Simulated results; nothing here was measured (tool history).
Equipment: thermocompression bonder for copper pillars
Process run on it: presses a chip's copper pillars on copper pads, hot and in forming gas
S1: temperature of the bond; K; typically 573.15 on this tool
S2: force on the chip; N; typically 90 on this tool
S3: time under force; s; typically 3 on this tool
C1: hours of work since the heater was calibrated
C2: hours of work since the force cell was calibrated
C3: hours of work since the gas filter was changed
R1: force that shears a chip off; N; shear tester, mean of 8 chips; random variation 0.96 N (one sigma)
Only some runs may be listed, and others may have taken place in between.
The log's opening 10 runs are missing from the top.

run	hour	S1	S2	S3	C1	C2	C3	R1
11	305.9	573.15	96	3	636	1110	259	86.1
12	326.2	573.15	96	3	649	1123	272	87.3
13	354.5	573.15	96	3	667	1141	290	86.7
# hour 373.9: forming gas filter changed
14	378.0	573.15	96	3	681	1155	3	86.3
15	408.3	555.15	90	3	701	1175	22	74.5
16	436.6	555.15	90	3	719	1193	40	74.1
17	465.4	573.15	90	3	737	1211	58	82.9
18	499.7	573.15	90	3	759	1233	80	83.6
19	516.4	573.15	90	3	769	1243	91	82.5
20	548.5	573.15	90	3	790	1264	111	81.3
21	588.9	573.15	90	3	815	1289	137	82.4
22	615.8	573.15	90	3	832	1306	154	81.4
23	647.3	554.15	90	3	853	1326	174	71.2

What does the tool deliver on the next run?
24	676.1	582.15	103	3	871	1345	192	?

R1: 94.7 N
The same run, on a tool lacking any hidden state, would have yielded R1 95.1 N.

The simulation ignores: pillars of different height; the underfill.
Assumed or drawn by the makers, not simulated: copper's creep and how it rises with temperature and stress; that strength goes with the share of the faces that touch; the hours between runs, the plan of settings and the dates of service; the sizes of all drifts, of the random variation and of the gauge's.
